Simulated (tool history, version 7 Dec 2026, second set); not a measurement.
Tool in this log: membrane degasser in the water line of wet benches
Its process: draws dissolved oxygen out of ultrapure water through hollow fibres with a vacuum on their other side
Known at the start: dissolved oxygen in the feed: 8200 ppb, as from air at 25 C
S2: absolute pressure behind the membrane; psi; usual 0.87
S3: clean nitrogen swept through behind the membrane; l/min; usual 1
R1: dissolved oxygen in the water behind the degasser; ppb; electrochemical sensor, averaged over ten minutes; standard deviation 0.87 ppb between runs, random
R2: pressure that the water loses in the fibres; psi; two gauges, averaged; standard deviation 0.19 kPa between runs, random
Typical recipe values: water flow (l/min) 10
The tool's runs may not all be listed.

run 1 hour=0 | water_flow_(l/min)=10 S2=0.87 S3=1 | R1=83 R2=5.278
run 2 hour=134.5 | water_flow_(l/min)=10 S2=0.87 S3=1 | R1=82.5 R2=5.285
run 3 hour=356.2 | water_flow_(l/min)=10 S2=0.87 S3=1 | R1=81.4 R2=5.317
run 4 hour=541.7 | water_flow_(l/min)=10 S2=0.87 S3=1 | R1=82 R2=5.253
run 5 hour=668.4 | water_flow_(l/min)=10 S2=0.87 S3=1 | R1=81.9 R2=5.308
run 6 hour=923.5 | water_flow_(l/min)=8 S2=0.87 S3=1 | R1=57.9 R2=4.218
run 7 hour=1160.3 | water_flow_(l/min)=8 S2=0.87 S3=1 | R1=57.5 R2=4.194
-- hour=1197.4 vacuum gauge calibrated
run 8 hour=1404.7 | water_flow_(l/min)=10 S2=0.87 S3=1.14 | R1=75.2 R2=5.242
run 9 hour=1563.6 | water_flow_(l/min)=10 S2=1.906 S3=1 | R1=240 R2=5.237
run 10 hour=1847.3 | water_flow_(l/min)=10 S2=0.87 S3=1 | R1=82.8 R2=5.242
run 11 hour=2028.3 | water_flow_(l/min)=10 S2=0.544 S3=1 | R1=29.7 R2=5.258
run 12 hour=2159 | water_flow_(l/min)=8 S2=0.87 S3=1 | R1=57.6 R2=4.219
run 13 hour=2376.6 | water_flow_(l/min)=8 S2=0.87 S3=1 | R1=58.4 R2=4.186
-- hour=2404.4 seals of the vacuum lines changed
run 14 hour=2570.3 | water_flow_(l/min)=8 S2=0.87 S3=1 | R1=58 R2=4.165
run 15 hour=2723.4 | water_flow_(l/min)=10 S2=0.87 S3=1 | R1=83.7 R2=5.246
run 16 hour=2969.5 | water_flow_(l/min)=15 S2=0.87 S3=1 | R1=201.2 R2=7.845
run 17 hour=3087.5 | water_flow_(l/min)=15 S2=0.87 S3=1 | R1=205.7 R2=7.87
run 18 hour=3248.8 | water_flow_(l/min)=10 S2=0.902 S3=0.91 | R1=94.1 R2=5.184
run 19 hour=3526 | water_flow_(l/min)=7 S2=1.017 S3=1.06 | R1=62.6 R2=3.624
run 20 hour=3776.9 | water_flow_(l/min)=10 S2=0.87 S3=0.68 | R1=109.1 R2=5.223
run 21 hour=3965.6 | water_flow_(l/min)=6 S2=2.116 S3=1.79 | R1=94.3 R2=3.114
run 22 hour=4149.5 | water_flow_(l/min)=9 S2=1.819 S3=0.53 | R1=352.1 R2=4.622
run 23 hour=4294.8 | water_flow_(l/min)=7 S2=0.87 S3=1 | R1=48.8 R2=3.61
run 24 hour=4534.9 | water_flow_(l/min)=7 S2=0.87 S3=1 | R1=49.2 R2=3.64
run 25 hour=4677.4 | water_flow_(l/min)=8 S2=0.985 S3=0.46 | R1=141.8 R2=4.134
run 26 hour=4832.5 | water_flow_(l/min)=15 S2=2.112 S3=2.46 | R1=263.6 R2=7.791
run 27 hour=5095.8 | water_flow_(l/min)=8 S2=0.87 S3=1 | R1=56.9 R2=4.158
run 28 hour=5378.9 | water_flow_(l/min)=10 S2=1.278 S3=0.97 | R1=150.2 R2=5.203
run 29 hour=5498.2 | water_flow_(l/min)=9 S2=1.178 S3=0.86 | R1=129.3 R2=4.648
run 30 hour=5707.9 | water_flow_(l/min)=8 S2=0.931 S3=1.08 | R1=60.6 R2=4.132
run 31 hour=5924.8 | water_flow_(l/min)=8 S2=0.931 S3=1.08 | R1=61.2 R2=4.139

The logged runs with the hidden state left out (each run's random variation unchanged):
Hidden state at play: membrane still open, %; true pressure behind the membrane over the reading, kPa; air that leaks in behind the membrane, l/min; drift of the gauge itself on oxygen_ppb, %; drift of the gauge itself on loss_of_pressure_kpa, %.
run=1 R2=5.275
run=2 R2=5.285
run=3 R2=5.321
run=4 R2=5.261
run=5 R2=5.32
run=6 R2=4.231
run=7 R2=4.212
run=8 R2=5.268
run=9 R2=5.266
run=10 R2=5.278
run=11 R2=5.297
run=12 R2=4.253
run=13 R2=4.222
run=14 R2=4.206
run=15 R2=5.3
run=16 R2=7.934
run=17 R2=7.963
run=18 R2=5.247
run=19 R2=3.675
run=20 R2=5.298
run=21 R2=3.163
run=22 R2=4.698
run=23 R2=3.671
run=24 R2=3.704
run=25 R2=4.209
run=26 R2=7.939
run=27 R2=4.241
run=28 R2=5.313
run=29 R2=4.75
run=30 R2=4.226
run=31 R2=4.235
R1: differs from the measured result by no more than 0.7 ppb in any run.
